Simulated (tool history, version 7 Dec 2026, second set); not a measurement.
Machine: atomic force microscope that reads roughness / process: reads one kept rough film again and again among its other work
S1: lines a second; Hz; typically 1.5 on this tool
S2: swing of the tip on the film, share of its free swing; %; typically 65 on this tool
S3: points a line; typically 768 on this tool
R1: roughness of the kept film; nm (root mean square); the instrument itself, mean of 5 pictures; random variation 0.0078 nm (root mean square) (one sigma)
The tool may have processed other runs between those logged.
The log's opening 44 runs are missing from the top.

| run | hour | S1 | S2 | S3 | R1 |
|---|---|---|---|---|---|
| 45 | 578.9 | 3.24 | 68 | 768 | 1.558 |
| 46 | 594.9 | 1.95 | 72 | 785 | 1.603 |
|  | 606 | new tip fitted |
| 47 | 609.6 | 1.95 | 72 | 785 | 1.614 |
| 48 | 622.2 | 1.95 | 72 | 785 | 1.615 |
| 49 | 632.8 | 1.95 | 56 | 785 | 1.684 |
| 50 | 640.7 | 1.81 | 75 | 638 | 1.576 |
| 51 | 654.1 | 1.43 | 65 | 768 | 1.658 |
| 52 | 664.1 | 2.03 | 80 | 938 | 1.516 |
| 53 | 678.1 | 2.25 | 80 | 669 | 1.485 |

Alternative continuations, all from the tool just after run 53; predict every row:
| A | 690.9 | 3.39 | 65 | 768 | ? |
| B | 690.9 | 1.5 | 68 | 768 | ? |
| C | 690.9 | 1.76 | 83 | 810 | ? |

| run | R1 |
|---|---|
| A | 1.569 |
| B | 1.643 |
| C | 1.52 |
Take away the tool's hidden state, keep each run's random variation, and the runs would have read:
| run | R1 |
|---|---|
| A | 1.572 |
| B | 1.647 |
| C | 1.523 |
